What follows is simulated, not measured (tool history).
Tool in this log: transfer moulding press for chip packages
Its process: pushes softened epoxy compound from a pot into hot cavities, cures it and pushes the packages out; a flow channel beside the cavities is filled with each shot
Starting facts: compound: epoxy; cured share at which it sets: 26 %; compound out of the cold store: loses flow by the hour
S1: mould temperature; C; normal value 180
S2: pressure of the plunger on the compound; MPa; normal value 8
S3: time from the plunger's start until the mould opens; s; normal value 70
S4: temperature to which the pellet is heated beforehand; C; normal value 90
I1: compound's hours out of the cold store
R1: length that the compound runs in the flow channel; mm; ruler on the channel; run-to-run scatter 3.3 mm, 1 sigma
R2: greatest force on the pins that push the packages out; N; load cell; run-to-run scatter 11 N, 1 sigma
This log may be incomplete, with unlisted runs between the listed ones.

run 1 hour=0 | S1=180 S2=8 S3=70 S4=90 | I1=37.4 | R1=593 R2=505
run 2 hour=68.9 | S1=180 S2=8 S3=70 S4=90 | I1=38.9 | R1=592 R2=492
run 3 hour=141.7 | S1=186 S2=8 S3=70 S4=90 | I1=41.6 | R1=570 R2=457
run 4 hour=210.4 | S1=186 S2=8 S3=70 S4=90 | I1=22 | R1=655 R2=455
run 5 hour=282.4 | S1=186 S2=8 S3=70 S4=98 | I1=32.5 | R1=610 R2=450
run 6 hour=363.7 | S1=186 S2=8 S3=52 S4=98 | I1=45.6 | R1=549 R2=523
run 7 hour=432.8 | S1=186 S2=8 S3=52 S4=80 | I1=12.8 | R1=699 R2=614
run 8 hour=515.1 | S1=183 S2=8 S3=70 S4=90 | I1=40.7 | R1=577 R2=464
run 9 hour=568.5 | S1=183 S2=8 S3=70 S4=90 | I1=20.4 | R1=669 R2=485
run 10 hour=626.6 | S1=180 S2=9.76 S3=70 S4=90 | I1=31.3 | R1=691 R2=491
run 11 hour=684 | S1=180 S2=9.76 S3=70 S4=90 | I1=8.1 | R1=806 R2=503
run 12 hour=733.7 | S1=180 S2=9.76 S3=70 S4=90 | I1=13.7 | R1=778 R2=491
run 13 hour=805.1 | S1=180 S2=7.7 S3=70 S4=90 | I1=10.9 | R1=706 R2=511
run 14 hour=870.2 | S1=180 S2=7.7 S3=85 S4=85 | I1=21.1 | R1=662 R2=453
run 15 hour=931.1 | S1=181 S2=8.66 S3=51 S4=90 | I1=8.8 | R1=761 R2=852
run 16 hour=990.1 | S1=182 S2=9.33 S3=68 S4=90 | I1=29.3 | R1=677 R2=493
run 17 hour=1036.7 | S1=182 S2=6.94 S3=68 S4=90 | I1=15.9 | R1=645 R2=484
run 18 hour=1086.3 | S1=182 S2=7.13 S3=68 S4=82 | I1=40.4 | R1=549 R2=462
run 19 hour=1140.8 | S1=182 S2=7.13 S3=68 S4=82 | I1=9.3 | R1=691 R2=485
run 20 hour=1208 | S1=182 S2=7.13 S3=68 S4=82 | I1=30.6 | R1=590 R2=490
run 21 hour=1258.9 | S1=182 S2=7.13 S3=68 S4=82 | I1=26.9 | R1=605 R2=486
run 22 hour=1317.9 | S1=180 S2=6.86 S3=70 S4=95 | I1=15.3 | R1=649 R2=499
run 23 hour=1367.2 | S1=185 S2=6.86 S3=54 S4=91 | I1=31.7 | R1=566 R2=541
run 24 hour=1421.1 | S1=188 S2=6.21 S3=55 S4=96 | I1=39.9 | R1=505 R2=497
run 25 hour=1484.4 | S1=180 S2=6.37 S3=79 S4=100 | I1=11.4 | R1=643 R2=472
run 26 hour=1525.8 | S1=180 S2=9.66 S3=70 S4=90 | I1=24.5 | R1=720 R2=492

Missing from the log above: 26 entries noted between runs. For each, name the pair of listed runs it sits between and say how the tool's hidden condition differs from the listed run just before to the listed run just after:
Logged between run 1 and run 2: cavities cleaned with cleaning compound and waxed (hour 46.1)
  pressure that reaches the compound, % of what is set: 99.98 -> 99.97
Logged between run 2 and run 3: cavities cleaned with cleaning compound and waxed (hour 118.5); plunger's sealing rings changed (hour 141.7)
  pressure that reaches the compound, % of what is set: 99.97 -> 100
Logged between run 3 and run 4: cavities cleaned with cleaning compound and waxed (hour 193.7)
  pressure that reaches the compound, % of what is set: 100 -> 99.99; grip of the stained cavities, % over clean ones': 0.5 -> 0.4
Logged between run 4 and run 5: cavities cleaned with cleaning compound and waxed (hour 265.4)
  pressure that reaches the compound, % of what is set: 99.99 -> 99.98
Logged between run 5 and run 6: cavities cleaned with cleaning compound and waxed (hour 342.2)
  pressure that reaches the compound, % of what is set: 99.98 -> 99.96; grip of the stained cavities, % over clean ones': 0.4 -> 0.5
Logged between run 6 and run 7: plunger's sealing rings changed (hour 417.2); cavities cleaned with cleaning compound and waxed (hour 418.7)
  pressure that reaches the compound, % of what is set: 99.96 -> 100; grip of the stained cavities, % over clean ones': 0.5 -> 0.4
Logged between run 7 and run 8: cavities cleaned with cleaning compound and waxed (hour 492)
  pressure that reaches the compound, % of what is set: 100 -> 99.98; grip of the stained cavities, % over clean ones': 0.4 -> 0.5
Logged between run 8 and run 9: cavities cleaned with cleaning compound and waxed (hour 567.2)
  grip of the stained cavities, % over clean ones': 0.5 -> 0
Logged between run 10 and run 11: cavities cleaned with cleaning compound and waxed (hour 644)
  true mould temperature over the reading, C: 0 -> -0.01; pressure that reaches the compound, % of what is set: 99.97 -> 99.96; grip of the stained cavities, % over clean ones': 0.7 -> 0.6
Logged between run 11 and run 12: plunger's sealing rings changed (hour 698.3); cavities cleaned with cleaning compound and waxed (hour 722.5)
  pressure that reaches the compound, % of what is set: 99.96 -> 99.99; grip of the stained cavities, % over clean ones': 0.6 -> 0.3
Logged between run 12 and run 13: cavities cleaned with cleaning compound and waxed (hour 797.3)
  pressure that reaches the compound, % of what is set: 99.99 -> 99.98; grip of the stained cavities, % over clean ones': 0.3 -> 0.2
Logged between run 13 and run 14: cavities cleaned with cleaning compound and waxed (hour 870.2)
  pressure that reaches the compound, % of what is set: 99.98 -> 99.97; grip of the stained cavities, % over clean ones': 0.2 -> 0
Logged between run 15 and run 16: cavities cleaned with cleaning compound and waxed (hour 947.9); plunger's sealing rings changed (hour 979.5)
  pressure that reaches the compound, % of what is set: 99.97 -> 100; grip of the stained cavities, % over clean ones': 0.7 -> 0.6
Logged between run 16 and run 17: cavities cleaned with cleaning compound and waxed (hour 1022.5)
  pressure that reaches the compound, % of what is set: 100 -> 99.99; grip of the stained cavities, % over clean ones': 0.6 -> 0.4
Logged between run 18 and run 19: cavities cleaned with cleaning compound and waxed (hour 1094.5)
  pressure that reaches the compound, % of what is set: 99.98 -> 99.97
Logged between run 19 and run 20: cavities cleaned with cleaning compound and waxed (hour 1170.7); mould's thermocouples calibrated (hour 1186.3)
  true mould temperature over the reading, C: -0.01 -> 0; grip of the stained cavities, % over clean ones': 0.7 -> 0.6
Logged between run 20 and run 21: cavities cleaned with cleaning compound and waxed (hour 1247.2); plunger's sealing rings changed (hour 1258.9)
  pressure that reaches the compound, % of what is set: 99.97 -> 100; grip of the stained cavities, % over clean ones': 0.6 -> 0.2
Logged between run 22 and run 23: cavities cleaned with cleaning compound and waxed (hour 1324.8)
  pressure that reaches the compound, % of what is set: 99.99 -> 99.98; grip of the stained cavities, % over clean ones': 0.7 -> 0.6
Logged between run 23 and run 24: cavities cleaned with cleaning compound and waxed (hour 1399.2)
  pressure that reaches the compound, % of what is set: 99.98 -> 99.97; grip of the stained cavities, % over clean ones': 0.6 -> 0.5
Logged between run 24 and run 25: cavities cleaned with cleaning compound and waxed (hour 1473.6)
  pressure that reaches the compound, % of what is set: 99.97 -> 99.96; grip of the stained cavities, % over clean ones': 0.5 -> 0.3
